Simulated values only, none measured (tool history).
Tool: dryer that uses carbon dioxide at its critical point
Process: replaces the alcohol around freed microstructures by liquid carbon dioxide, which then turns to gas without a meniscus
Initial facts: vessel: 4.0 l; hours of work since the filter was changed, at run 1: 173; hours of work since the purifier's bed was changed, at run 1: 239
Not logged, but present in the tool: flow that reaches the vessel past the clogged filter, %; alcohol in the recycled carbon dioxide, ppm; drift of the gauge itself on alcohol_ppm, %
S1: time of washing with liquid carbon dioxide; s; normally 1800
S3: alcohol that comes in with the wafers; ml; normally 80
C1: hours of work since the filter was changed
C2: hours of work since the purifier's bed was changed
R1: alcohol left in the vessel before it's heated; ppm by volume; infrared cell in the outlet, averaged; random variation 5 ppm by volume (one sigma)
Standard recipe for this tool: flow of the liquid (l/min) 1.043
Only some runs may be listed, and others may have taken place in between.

Run 1, hour 0.0: usual settings; C1 173; C2 239. Result: R1 75 ppm by volume.
Run 2, hour 18.0: usual settings; C1 179; C2 245. Result: R1 80 ppm by volume.
Run 3, hour 28.8: usual settings; C1 183; C2 249. Result: R1 75 ppm by volume.
Run 4, hour 51.3: usual settings; C1 190; C2 256. Result: R1 83 ppm by volume.
Run 5, hour 61.4: usual settings; C1 194; C2 260. Result: R1 78 ppm by volume.
Run 6, hour 78.9: usual settings; C1 200; C2 266. Result: R1 78 ppm by volume.
Run 7, hour 99.6: usual settings but flow of the liquid (l/min) 1.700; C1 207; C2 273. Result: R1 72 ppm by volume.
Run 8, hour 116.6: usual settings but flow of the liquid (l/min) 1.700; C1 212; C2 278. Result: R1 75 ppm by volume.
Run 9, hour 134.9: usual settings but flow of the liquid (l/min) 1.700; C1 219; C2 285. Result: R1 65 ppm by volume.
Run 10, hour 157.0: usual settings but flow of the liquid (l/min) 1.700; C1 226; C2 292. Result: R1 72 ppm by volume.
Run 11, hour 179.1: usual settings but flow of the liquid (l/min) 1.700; C1 234; C2 300. Result: R1 58 ppm by volume.

The next listed run, before its measurement:
Run 12, hour 195.2: usual settings but S1 1440 s, flow of the liquid (l/min) 1.700, S3 100 ml; C1 239; C2 305. Result: R1 ?.

R1: 68 ppm by volume
With the hidden condition absent and the run-to-run variation left alone, this run would have shown R1 3 ppm by volume.
